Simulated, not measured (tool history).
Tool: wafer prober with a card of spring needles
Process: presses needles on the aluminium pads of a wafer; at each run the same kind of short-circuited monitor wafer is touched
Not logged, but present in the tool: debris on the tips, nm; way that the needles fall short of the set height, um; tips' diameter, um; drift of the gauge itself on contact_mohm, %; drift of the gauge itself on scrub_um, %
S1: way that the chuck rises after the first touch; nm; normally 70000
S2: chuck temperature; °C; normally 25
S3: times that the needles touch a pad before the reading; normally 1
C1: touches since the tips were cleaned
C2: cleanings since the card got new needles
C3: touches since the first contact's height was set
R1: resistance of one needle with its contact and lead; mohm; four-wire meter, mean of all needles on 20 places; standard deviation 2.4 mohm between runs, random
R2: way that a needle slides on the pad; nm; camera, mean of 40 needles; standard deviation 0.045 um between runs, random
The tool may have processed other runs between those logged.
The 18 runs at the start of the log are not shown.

run,hour,S1,S2,S3,C1,C2,C3,R1,R2
19,221.6,57000,27,2,3970,34,151862,279,9540
# hour 222.6: tips cleaned on abrasive film
20,232.6,52000,79,3,2398,35,154490,301,8670
# hour 240.7: tips cleaned on abrasive film
21,246.9,50000,25,1,1495,36,157899,286,8380
# hour 258.6: tips cleaned on abrasive film
22,261,77000,104,3,579,37,161273,297,12950
23,270.7,68000,104,2,2913,37,163607,300,11470
# hour 276.2: tips cleaned on abrasive film
24,280.3,68000,104,2,980,38,165907,305,11470
25,292.1,84000,104,2,3823,38,168750,295,14180
# hour 294.7: tips cleaned on abrasive film
26,302.5,62000,51,1,1880,39,171224,292,10580
# hour 312: tips cleaned on abrasive film
27,316.9,56000,25,3,1173,40,174671,278,9570
28,325.8,78000,34,2,3323,40,176821,276,13270
# hour 329.5: tips cleaned on abrasive film
29,339.6,60000,42,3,2428,41,180113,283,10200
# hour 344.6: height of the first contact set anew
# hour 347.4: tips cleaned on abrasive film
30,347.7,56000,26,1,70,42,723,274,9560
31,361.7,56000,28,1,3460,42,4113,280,9580

Consider 5 possible next runs. They are alternatives, not a sequence: every one starts from the tool as it was left by run 31. What does each give?
# hour 365.4: tips cleaned on abrasive film
A,371.5,70000,44,1,1472,43,6435,?,?
# hour 365.4: tips cleaned on abrasive film
B,371.5,55000,32,2,1472,43,6435,?,?
# hour 365.4: tips cleaned on abrasive film
C,371.5,77000,44,2,1472,43,6435,?,?
# hour 365.4: tips cleaned on abrasive film
D,371.5,73000,87,1,1472,43,6435,?,?
# hour 365.4: tips cleaned on abrasive film
E,371.5,56000,53,2,1472,43,6435,?,?

run,R1,R2
A,280,11890
B,280,9370
C,281,13080
D,290,12450
E,288,9580
Stripped of hidden state, with their random variation kept, the same runs would have yielded:
run,R1,R2
A,279,11600
B,280,9140
C,281,12760
D,290,12140
E,288,9340
